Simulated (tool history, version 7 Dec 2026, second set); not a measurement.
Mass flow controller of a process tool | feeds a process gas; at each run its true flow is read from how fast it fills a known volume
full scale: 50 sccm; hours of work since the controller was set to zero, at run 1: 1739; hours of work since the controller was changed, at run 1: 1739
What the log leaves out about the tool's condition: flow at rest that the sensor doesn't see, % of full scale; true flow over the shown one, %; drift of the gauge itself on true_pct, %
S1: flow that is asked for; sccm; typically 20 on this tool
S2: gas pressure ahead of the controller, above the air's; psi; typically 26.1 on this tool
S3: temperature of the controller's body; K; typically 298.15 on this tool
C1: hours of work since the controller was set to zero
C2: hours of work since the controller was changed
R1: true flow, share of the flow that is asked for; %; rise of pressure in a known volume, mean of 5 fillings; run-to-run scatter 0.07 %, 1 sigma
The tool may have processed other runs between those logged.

| run | hour | S1 | S2 | S3 | C1 | C2 | R1 |
|---|---|---|---|---|---|---|---|
| 1 | 0 | 20 | 26.1 | 298.15 | 1739 | 1739 | 99.72 |
| 2 | 88.3 | 20 | 26.1 | 298.15 | 1773 | 1773 | 99.85 |
| 3 | 149 | 20 | 26.1 | 298.15 | 1797 | 1797 | 99.9 |
| 4 | 204.6 | 20 | 26.1 | 298.15 | 1819 | 1819 | 99.89 |
| 5 | 311.3 | 20 | 26.1 | 298.15 | 1861 | 1861 | 99.86 |
| 6 | 385.5 | 20 | 26.1 | 298.15 | 1890 | 1890 | 99.87 |
| 7 | 477.7 | 20 | 26.1 | 298.15 | 1926 | 1926 | 99.95 |
| 8 | 575.2 | 20 | 26.1 | 298.15 | 1964 | 1964 | 100.03 |
| 9 | 680.8 | 20 | 26.1 | 298.15 | 2006 | 2006 | 99.98 |
| 10 | 779.2 | 20 | 26.1 | 298.15 | 2044 | 2044 | 100.06 |
| 11 | 859.4 | 20 | 34.1 | 298.15 | 2076 | 2076 | 100.12 |
| 12 | 932.3 | 20 | 34.1 | 298.15 | 2105 | 2105 | 100.19 |
| 13 | 1006.5 | 20 | 26.1 | 301.15 | 2134 | 2134 | 99.79 |
| 14 | 1069 | 20 | 26.1 | 301.15 | 2158 | 2158 | 99.74 |
| 15 | 1153.2 | 20 | 26.1 | 298.15 | 2191 | 2191 | 100.22 |
| 16 | 1250.7 | 6 | 26.1 | 298.15 | 2229 | 2229 | 101.48 |
| 17 | 1323.3 | 17 | 26.1 | 298.15 | 2258 | 2258 | 100.13 |
| 18 | 1373.1 | 17 | 26.1 | 298.15 | 2277 | 2277 | 100.26 |
| 19 | 1432.8 | 20 | 26.1 | 298.15 | 2301 | 2301 | 100.29 |
| 20 | 1544.5 | 20 | 26.1 | 298.15 | 2345 | 2345 | 100.22 |
| 21 | 1607.6 | 20 | 32.1 | 298.15 | 2369 | 2369 | 100.42 |
| 22 | 1705.1 | 20 | 32.1 | 298.15 | 2408 | 2408 | 100.54 |
| 23 | 1782.9 | 20 | 32.1 | 298.15 | 2438 | 2438 | 100.37 |
| 24 | 1900.9 | 20 | 26.1 | 304.15 | 2484 | 2484 | 99.86 |
| 25 | 1971.6 | 9 | 24.2 | 304.15 | 2512 | 2512 | 100.32 |
| 26 | 2030.6 | 14 | 33.4 | 301.15 | 2535 | 2535 | 100.46 |
| 27 | 2119.1 | 29 | 20.9 | 297.15 | 2570 | 2570 | 100.62 |
| 28 | 2205.5 | 29 | 20.9 | 297.15 | 2604 | 2604 | 100.6 |
| 29 | 2293.5 | 27 | 22.6 | 301.15 | 2638 | 2638 | 100.23 |
| 30 | 2408.2 | 7 | 22.6 | 297.15 | 2683 | 2683 | 101.73 |
| 31 | 2519.6 | 7 | 22.6 | 297.15 | 2727 | 2727 | 101.79 |
| 32 | 2604.8 | 39 | 24.4 | 303.15 | 2761 | 2761 | 100.54 |
| 33 | 2686.3 | 39 | 22.2 | 303.15 | 2793 | 2793 | 100.49 |
| 34 | 2749.4 | 39 | 22.2 | 303.15 | 2817 | 2817 | 100.42 |
| 35 | 2806.8 | 39 | 22.2 | 303.15 | 2840 | 2840 | 100.59 |
| 36 | 2885.5 | 29 | 22.2 | 310.15 | 2871 | 2871 | 99.53 |
| 37 | 2945.6 | 10 | 33.9 | 298.15 | 2894 | 2894 | 101.54 |
| 38 | 3038.6 | 20 | 32.2 | 313.15 | 2931 | 2931 | 99.38 |
| 39 | 3121.4 | 20 | 32.2 | 313.15 | 2963 | 2963 | 99.46 |
| 40 | 3175 | 20 | 26.1 | 303.15 | 2984 | 2984 | 100.32 |
| 41 | 3232.9 | 20 | 26.1 | 303.15 | 3007 | 3007 | 100.34 |
| 42 | 3339.3 | 20 | 26.1 | 303.15 | 3049 | 3049 | 100.31 |
| 43 | 3453.3 | 24 | 26.1 | 298.15 | 3093 | 3093 | 100.78 |
| 44 | 3560.4 | 50 | 26.1 | 310.15 | 3135 | 3135 | 100.67 |
| 45 | 3637.8 | 13 | 29.4 | 300.15 | 3166 | 3166 | 101.07 |
| 46 | 3748.6 | 14 | 29.4 | 303.15 | 3209 | 3209 | 100.87 |
| 47 | 3829.6 | 47 | 22.9 | 313.15 | 3241 | 3241 | 100.1 |
| 48 | 3940.2 | 48 | 35.8 | 294.15 | 3284 | 3284 | 102.42 |

3 ways to go on from here, each from the tool as it stands after run 48. What would each give?
| A | 4047 | 26 | 30.3 | 297.15 | 3326 | 3326 | ? |
| B | 4047 | 19 | 25.2 | 303.15 | 3326 | 3326 | ? |
| C | 4047 | 9 | 40.3 | 294.15 | 3326 | 3326 | ? |

| run | R1 |
|---|---|
| A | 101.28 |
| B | 100.5 |
| C | 102.72 |
With no hidden state in the tool, these same runs would have given:
| run | R1 |
|---|---|
| A | 98.89 |
| B | 97.76 |
| C | 98.51 |
